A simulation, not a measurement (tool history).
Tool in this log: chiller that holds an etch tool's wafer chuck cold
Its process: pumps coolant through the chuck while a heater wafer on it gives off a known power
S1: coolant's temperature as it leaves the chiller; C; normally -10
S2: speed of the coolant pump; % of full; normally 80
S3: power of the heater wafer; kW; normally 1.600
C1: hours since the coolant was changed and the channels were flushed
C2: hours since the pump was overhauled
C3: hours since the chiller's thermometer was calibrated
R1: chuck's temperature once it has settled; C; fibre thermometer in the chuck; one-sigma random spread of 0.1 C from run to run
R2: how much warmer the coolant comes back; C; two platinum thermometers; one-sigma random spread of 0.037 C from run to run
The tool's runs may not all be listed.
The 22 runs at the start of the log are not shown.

run,hour,S1,S2,S3,C1,C2,C3,R1,R2
23,1652.2,-9,80,1.600,1405,5400,1164,6.2,7.45
24,1708.3,-8,80,1.389,1462,5456,1220,5.1,6.40
25,1783.9,-10,80,2.080,1537,5532,1295,9.7,9.60
26,1872.5,-4,99,1.798,1626,5620,1384,10.8,6.74
27,1940.6,-4,99,1.798,1694,5688,1452,10.8,6.81
28,1994.3,-9,65,1.743,1748,5742,1506,10.0,9.74
29,2079.4,-9,65,1.743,1833,5827,1591,9.9,9.72
30,2164.8,-10,80,1.006,1918,5912,1676,-0.5,4.61
31,2249.6,-10,85,1.406,2003,5997,1761,2.9,6.10
32,2311.1,-6,68,1.225,2064,6059,1823,6.9,6.63

What if the next run were any one of these 4? Each begins from the tool's condition after run 32:
A,2368.6,-17,68,2.249,2122,6116,1880,?,?
B,2368.6,-6,66,1.015,2122,6116,1880,?,?
C,2368.6,-16,78,1.464,2122,6116,1880,?,?
D,2368.6,-12,71,1.600,2122,6116,1880,?,?

run,R1,R2
A,6.5,12.08
B,4.9,5.64
C,-2.0,6.85
D,4.3,8.18
Without the tool's hidden state the same runs would have given:
run,R1,R2
A,6.5,12.07
B,4.9,5.63
C,-2.0,6.84
D,4.3,8.17

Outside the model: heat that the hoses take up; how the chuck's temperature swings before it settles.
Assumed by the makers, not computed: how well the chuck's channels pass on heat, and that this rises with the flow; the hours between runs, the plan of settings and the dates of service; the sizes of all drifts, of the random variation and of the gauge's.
